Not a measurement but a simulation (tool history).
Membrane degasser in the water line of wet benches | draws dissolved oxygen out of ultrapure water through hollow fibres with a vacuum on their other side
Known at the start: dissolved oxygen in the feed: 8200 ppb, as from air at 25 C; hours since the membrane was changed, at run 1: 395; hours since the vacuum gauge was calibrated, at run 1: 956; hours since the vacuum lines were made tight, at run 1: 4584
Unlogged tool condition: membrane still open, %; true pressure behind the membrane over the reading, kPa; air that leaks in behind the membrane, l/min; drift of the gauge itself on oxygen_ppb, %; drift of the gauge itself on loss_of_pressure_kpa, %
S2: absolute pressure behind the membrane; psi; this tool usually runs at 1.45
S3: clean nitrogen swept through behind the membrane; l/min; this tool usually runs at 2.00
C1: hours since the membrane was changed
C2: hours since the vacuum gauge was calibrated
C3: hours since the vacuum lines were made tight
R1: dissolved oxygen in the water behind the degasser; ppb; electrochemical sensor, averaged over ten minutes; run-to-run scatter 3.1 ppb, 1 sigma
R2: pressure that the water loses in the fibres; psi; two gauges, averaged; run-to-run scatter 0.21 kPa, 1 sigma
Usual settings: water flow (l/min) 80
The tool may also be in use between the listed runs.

{"run": 1, "hour": 0.0, "water flow (l/min)": 80, "S2": 1.45, "S3": 2.0, "C1": 395, "C2": 956, "C3": 4584, "R1": 592.4, "R2": 6.879}
{"run": 2, "hour": 48.1, "water flow (l/min)": 80, "S2": 1.45, "S3": 2.0, "C1": 443, "C2": 1004, "C3": 4632, "R1": 595.4, "R2": 6.962}
{"run": 3, "hour": 101.7, "water flow (l/min)": 80, "S2": 1.28, "S3": 2.0, "C1": 497, "C2": 1058, "C3": 4686, "R1": 507.1, "R2": 6.878}
{"run": 4, "hour": 182.4, "water flow (l/min)": 80, "S2": 1.28, "S3": 2.0, "C1": 578, "C2": 1139, "C3": 4766, "R1": 509.2, "R2": 6.869}
{"run": 5, "hour": 269.5, "water flow (l/min)": 80, "S2": 1.28, "S3": 2.0, "C1": 665, "C2": 1226, "C3": 4853, "R1": 509.9, "R2": 6.879}
{"run": 6, "hour": 348.6, "water flow (l/min)": 120, "S2": 1.57, "S3": 2.0, "C1": 744, "C2": 1305, "C3": 4932, "R1": 922.5, "R2": 10.406}
{"run": 7, "hour": 436.0, "water flow (l/min)": 101, "S2": 1.7, "S3": 2.0, "C1": 831, "C2": 1392, "C3": 5020, "R1": 874.7, "R2": 8.728}
{"run": 8, "hour": 498.3, "water flow (l/min)": 101, "S2": 1.7, "S3": 2.0, "C1": 893, "C2": 1454, "C3": 5082, "R1": 874.8, "R2": 8.743}
{"run": 9, "hour": 547.5, "water flow (l/min)": 80, "S2": 1.45, "S3": 3.71, "C1": 943, "C2": 1504, "C3": 5131, "R1": 395.3, "R2": 6.921}
{"run": 10, "hour": 625.4, "water flow (l/min)": 65, "S2": 2.15, "S3": 1.1, "C1": 1021, "C2": 1582, "C3": 5209, "R1": 1186.2, "R2": 5.583}

Below are 4 alternative next runs, each starting from the tool's condition after run 10. Predict each:
{"run": "A", "hour": 684.1, "water flow (l/min)": 64, "S2": 2.15, "S3": 0.92, "C1": 1079, "C2": 1640, "C3": 5268, "R1": "?", "R2": "?"}
{"run": "B", "hour": 684.1, "water flow (l/min)": 99, "S2": 1.99, "S3": 1.77, "C1": 1079, "C2": 1640, "C3": 5268, "R1": "?", "R2": "?"}
{"run": "C", "hour": 684.1, "water flow (l/min)": 63, "S2": 2.15, "S3": 1.1, "C1": 1079, "C2": 1640, "C3": 5268, "R1": "?", "R2": "?"}
{"run": "D", "hour": 684.1, "water flow (l/min)": 115, "S2": 2.03, "S3": 0.83, "C1": 1079, "C2": 1640, "C3": 5268, "R1": "?", "R2": "?"}

run=A R1=1310.5 R2=5.509
run=B R1=1106.8 R2=8.540
run=C R1=1165.1 R2=5.414
run=D R1=1880.3 R2=9.996
Take away the tool's hidden state, keep each run's random variation, and the runs would have read:
run=A R1=1286.9 R2=5.507
run=B R1=1086.9 R2=8.540
run=C R1=1144.1 R2=5.414
run=D R1=1846.5 R2=9.996
